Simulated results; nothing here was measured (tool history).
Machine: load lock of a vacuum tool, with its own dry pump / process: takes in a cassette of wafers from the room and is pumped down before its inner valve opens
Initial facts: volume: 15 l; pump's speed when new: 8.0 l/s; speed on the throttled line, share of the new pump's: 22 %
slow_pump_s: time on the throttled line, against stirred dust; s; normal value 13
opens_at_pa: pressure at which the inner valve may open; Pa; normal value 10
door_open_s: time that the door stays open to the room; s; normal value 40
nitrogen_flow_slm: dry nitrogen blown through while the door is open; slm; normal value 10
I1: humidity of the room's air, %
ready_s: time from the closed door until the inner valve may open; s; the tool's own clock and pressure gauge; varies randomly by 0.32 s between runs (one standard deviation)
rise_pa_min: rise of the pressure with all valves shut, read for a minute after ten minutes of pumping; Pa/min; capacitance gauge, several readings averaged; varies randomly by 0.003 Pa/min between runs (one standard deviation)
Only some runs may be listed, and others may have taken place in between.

run 1 hour=0.0 | slow_pump_s=13 opens_at_pa=10 door_open_s=40 nitrogen_flow_slm=10 | I1=44.8 | ready_s=28.1 rise_pa_min=0.237
run 2 hour=230.2 | slow_pump_s=13 opens_at_pa=10 door_open_s=109 nitrogen_flow_slm=10 | I1=43.6 | ready_s=27.4 rise_pa_min=0.286
run 3 hour=404.8 | slow_pump_s=13 opens_at_pa=18 door_open_s=109 nitrogen_flow_slm=10 | I1=46.4 | ready_s=26.3 rise_pa_min=0.302
run 4 hour=661.3 | slow_pump_s=13 opens_at_pa=18 door_open_s=109 nitrogen_flow_slm=10 | I1=48.1 | ready_s=26.4 rise_pa_min=0.311
run 5 hour=837.7 | slow_pump_s=13 opens_at_pa=20 door_open_s=40 nitrogen_flow_slm=10 | I1=45.0 | ready_s=26.6 rise_pa_min=0.272
run 6 hour=1043.3 | slow_pump_s=13 opens_at_pa=20 door_open_s=40 nitrogen_flow_slm=10 | I1=45.8 | ready_s=27.1 rise_pa_min=0.275
run 7 hour=1326.5 | slow_pump_s=13 opens_at_pa=16 door_open_s=40 nitrogen_flow_slm=10 | I1=43.2 | ready_s=26.9 rise_pa_min=0.285
run 8 hour=1456.2 | slow_pump_s=13 opens_at_pa=16 door_open_s=40 nitrogen_flow_slm=10 | I1=43.8 | ready_s=27.1 rise_pa_min=0.297
run 9 hour=1640.8 | slow_pump_s=13 opens_at_pa=10 door_open_s=220 nitrogen_flow_slm=10 | I1=47.9 | ready_s=28.5 rise_pa_min=0.380
run 10 hour=1931.5 | slow_pump_s=13 opens_at_pa=10 door_open_s=220 nitrogen_flow_slm=10 | I1=43.6 | ready_s=28.7 rise_pa_min=0.377
run 11 hour=2060.3 | slow_pump_s=13 opens_at_pa=10 door_open_s=220 nitrogen_flow_slm=10 | I1=47.0 | ready_s=28.6 rise_pa_min=0.389
run 12 hour=2303.9 | slow_pump_s=13 opens_at_pa=10 door_open_s=170 nitrogen_flow_slm=10 | I1=45.3 | ready_s=28.6 rise_pa_min=0.379
run 13 hour=2437.2 | slow_pump_s=13 opens_at_pa=10 door_open_s=170 nitrogen_flow_slm=10 | I1=42.0 | ready_s=28.5 rise_pa_min=0.373
run 14 hour=2669.4 | slow_pump_s=13 opens_at_pa=10 door_open_s=170 nitrogen_flow_slm=10 | I1=48.8 | ready_s=28.4 rise_pa_min=0.406
run 15 hour=2837.1 | slow_pump_s=13 opens_at_pa=10 door_open_s=40 nitrogen_flow_slm=10 | I1=43.2 | ready_s=28.4 rise_pa_min=0.328
run 16 hour=3030.3 | slow_pump_s=13 opens_at_pa=12 door_open_s=40 nitrogen_flow_slm=10 | I1=40.5 | ready_s=28.4 rise_pa_min=0.343
run 17 hour=3324.7 | slow_pump_s=13 opens_at_pa=12 door_open_s=31 nitrogen_flow_slm=10 | I1=46.3 | ready_s=28.5 rise_pa_min=0.346
run 18 hour=3624.6 | slow_pump_s=16 opens_at_pa=10 door_open_s=40 nitrogen_flow_slm=10 | I1=43.8 | ready_s=31.5 rise_pa_min=0.361
run 19 hour=3905.5 | slow_pump_s=13 opens_at_pa=10 door_open_s=40 nitrogen_flow_slm=10 | I1=42.0 | ready_s=28.1 rise_pa_min=0.370
run 20 hour=4132.0 | slow_pump_s=13 opens_at_pa=10 door_open_s=40 nitrogen_flow_slm=10 | I1=45.4 | ready_s=28.9 rise_pa_min=0.389

Predict the results of run 21:
run 21 hour=4380.3 | slow_pump_s=13 opens_at_pa=10 door_open_s=104 nitrogen_flow_slm=10 | I1=45.3 | ready_s=? rise_pa_min=?

ready_s: 28.8 s
rise_pa_min: 0.426 Pa/min
Without the tool's hidden state the same run would have given ready_s 27.4 s, rise_pa_min 0.086 Pa/min.
